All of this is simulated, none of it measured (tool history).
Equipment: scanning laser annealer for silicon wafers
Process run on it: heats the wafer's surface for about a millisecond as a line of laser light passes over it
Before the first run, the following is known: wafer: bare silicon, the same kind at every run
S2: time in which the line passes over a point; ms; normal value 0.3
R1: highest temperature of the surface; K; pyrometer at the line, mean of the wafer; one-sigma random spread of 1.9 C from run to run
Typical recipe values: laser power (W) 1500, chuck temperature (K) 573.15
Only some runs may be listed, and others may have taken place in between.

{"run": 1, "day": 0.0, "laser power (W)": 1500, "S2": 0.3, "chuck temperature (K)": 573.15, "R1": 1377.15}
{"run": 2, "day": 1.821, "laser power (W)": 1500, "S2": 0.3, "chuck temperature (K)": 573.15, "R1": 1382.15}
{"run": 3, "day": 3.962, "laser power (W)": 1500, "S2": 0.3, "chuck temperature (K)": 573.15, "R1": 1377.15}
{"run": 4, "day": 5.496, "laser power (W)": 1500, "S2": 0.3, "chuck temperature (K)": 573.15, "R1": 1380.15}
{"run": 5, "day": 7.004, "laser power (W)": 1500, "S2": 0.3, "chuck temperature (K)": 573.15, "R1": 1377.15}
{"run": 6, "day": 8.871, "laser power (W)": 1500, "S2": 0.3, "chuck temperature (K)": 573.15, "R1": 1377.15}
{"run": 7, "day": 11.362, "laser power (W)": 1500, "S2": 0.3, "chuck temperature (K)": 573.15, "R1": 1376.15}
{"run": 8, "day": 12.529, "laser power (W)": 1500, "S2": 0.3, "chuck temperature (K)": 603.15, "R1": 1406.15}
{"run": 9, "day": 13.788, "laser power (W)": 1500, "S2": 0.3, "chuck temperature (K)": 573.15, "R1": 1370.15}
{"run": 10, "day": 14.883, "laser power (W)": 1500, "S2": 0.3, "chuck temperature (K)": 573.15, "R1": 1372.15}
{"run": 11, "day": 17.188, "laser power (W)": 1500, "S2": 0.3, "chuck temperature (K)": 573.15, "R1": 1373.15}
{"run": 12, "day": 19.688, "laser power (W)": 1500, "S2": 0.3, "chuck temperature (K)": 573.15, "R1": 1373.15}
{"run": 13, "day": 22.217, "laser power (W)": 1513, "S2": 0.3, "chuck temperature (K)": 573.15, "R1": 1380.15}
{"run": 14, "day": 23.833, "laser power (W)": 1513, "S2": 0.3, "chuck temperature (K)": 573.15, "R1": 1375.15}
{"run": 15, "day": 25.654, "laser power (W)": 1513, "S2": 0.3, "chuck temperature (K)": 573.15, "R1": 1377.15}
{"run": 16, "day": 28.296, "laser power (W)": 1513, "S2": 0.3, "chuck temperature (K)": 573.15, "R1": 1372.15}
{"run": 17, "day": 30.079, "laser power (W)": 1513, "S2": 0.3, "chuck temperature (K)": 573.15, "R1": 1374.15}
{"run": 18, "day": 31.388, "laser power (W)": 1513, "S2": 0.3, "chuck temperature (K)": 573.15, "R1": 1375.15}
{"run": 19, "day": 32.683, "laser power (W)": 1500, "S2": 0.3, "chuck temperature (K)": 573.15, "R1": 1364.15}
{"run": 20, "day": 33.871, "laser power (W)": 1500, "S2": 0.3, "chuck temperature (K)": 573.15, "R1": 1361.15}
{"run": 21, "day": 35.292, "laser power (W)": 1289, "S2": 0.263, "chuck temperature (K)": 584.15, "R1": 1194.15}
{"run": 22, "day": 36.725, "laser power (W)": 1332, "S2": 0.3, "chuck temperature (K)": 573.15, "R1": 1252.15}
{"run": 23, "day": 39.058, "laser power (W)": 1332, "S2": 0.3, "chuck temperature (K)": 573.15, "R1": 1253.15}
{"day": 39.592, "done": "window over the wafer cleaned"}
{"run": 24, "day": 41.362, "laser power (W)": 1332, "S2": 0.3, "chuck temperature (K)": 573.15, "R1": 1268.15}
{"run": 25, "day": 42.588, "laser power (W)": 1328, "S2": 0.24, "chuck temperature (K)": 573.15, "R1": 1184.15}
{"run": 26, "day": 44.983, "laser power (W)": 1328, "S2": 0.24, "chuck temperature (K)": 573.15, "R1": 1183.15}
{"run": 27, "day": 47.162, "laser power (W)": 1500, "S2": 0.267, "chuck temperature (K)": 573.15, "R1": 1318.15}
{"run": 28, "day": 48.417, "laser power (W)": 1617, "S2": 0.365, "chuck temperature (K)": 573.15, "R1": 1556.15}
{"run": 29, "day": 50.733, "laser power (W)": 1544, "S2": 0.233, "chuck temperature (K)": 557.15, "R1": 1275.15}
{"run": 30, "day": 52.471, "laser power (W)": 1518, "S2": 0.268, "chuck temperature (K)": 611.15, "R1": 1374.15}
{"run": 31, "day": 53.688, "laser power (W)": 1277, "S2": 0.3, "chuck temperature (K)": 573.15, "R1": 1228.15}
{"run": 32, "day": 55.125, "laser power (W)": 1357, "S2": 0.3, "chuck temperature (K)": 539.15, "R1": 1245.15}
{"run": 33, "day": 56.812, "laser power (W)": 1439, "S2": 0.3, "chuck temperature (K)": 573.15, "R1": 1331.15}
{"run": 34, "day": 59.021, "laser power (W)": 1355, "S2": 0.3, "chuck temperature (K)": 573.15, "R1": 1274.15}
{"run": 35, "day": 60.779, "laser power (W)": 1355, "S2": 0.362, "chuck temperature (K)": 560.15, "R1": 1338.15}
{"run": 36, "day": 63.004, "laser power (W)": 1355, "S2": 0.362, "chuck temperature (K)": 560.15, "R1": 1338.15}
{"run": 37, "day": 64.692, "laser power (W)": 1355, "S2": 0.362, "chuck temperature (K)": 560.15, "R1": 1336.15}
{"run": 38, "day": 66.642, "laser power (W)": 1355, "S2": 0.362, "chuck temperature (K)": 560.15, "R1": 1336.15}
{"run": 39, "day": 68.812, "laser power (W)": 1424, "S2": 0.236, "chuck temperature (K)": 592.15, "R1": 1240.15}
{"day": 70.333, "done": "optics aligned, line set to its width"}
{"run": 40, "day": 71.204, "laser power (W)": 1560, "S2": 0.224, "chuck temperature (K)": 595.15, "R1": 1319.15}

A few steps of R1 between consecutive runs. Split each: what settings, incoming material and random variation would produce without the hidden state, and what is left over for the hidden state, along with gauge scatter present in only one of the two compared results (measured, and without hidden state):
What the log doesn't record here: light that passes the window, % of a clean one's; laser's true power over the reading, %; width of the line over the set one, %; drift of the gauge itself on peak_c, C.
Run 20 -> 21: laser power (W) 1500 -> 1289, S2 0.3 -> 0.263, chuck temperature (K) 573.15 -> 584.15. R1 -167 K: hidden state +7, all else -174.
Run 23 -> 24: window over the wafer cleaned. R1 +15 K: hidden state +14, all else +1.
Run 27 -> 28: laser power (W) 1500 -> 1617, S2 0.267 -> 0.365. R1 +238 K: hidden state -7, all else +245.
Run 28 -> 29: laser power (W) 1617 -> 1544, S2 0.365 -> 0.233, chuck temperature (K) 573.15 -> 557.15. R1 -281 K: hidden state +6, all else -287.
Run 39 -> 40: laser power (W) 1424 -> 1560, S2 0.236 -> 0.224, chuck temperature (K) 592.15 -> 595.15, optics aligned, line set to its width. R1 +79 K: hidden state +16, all else +63.

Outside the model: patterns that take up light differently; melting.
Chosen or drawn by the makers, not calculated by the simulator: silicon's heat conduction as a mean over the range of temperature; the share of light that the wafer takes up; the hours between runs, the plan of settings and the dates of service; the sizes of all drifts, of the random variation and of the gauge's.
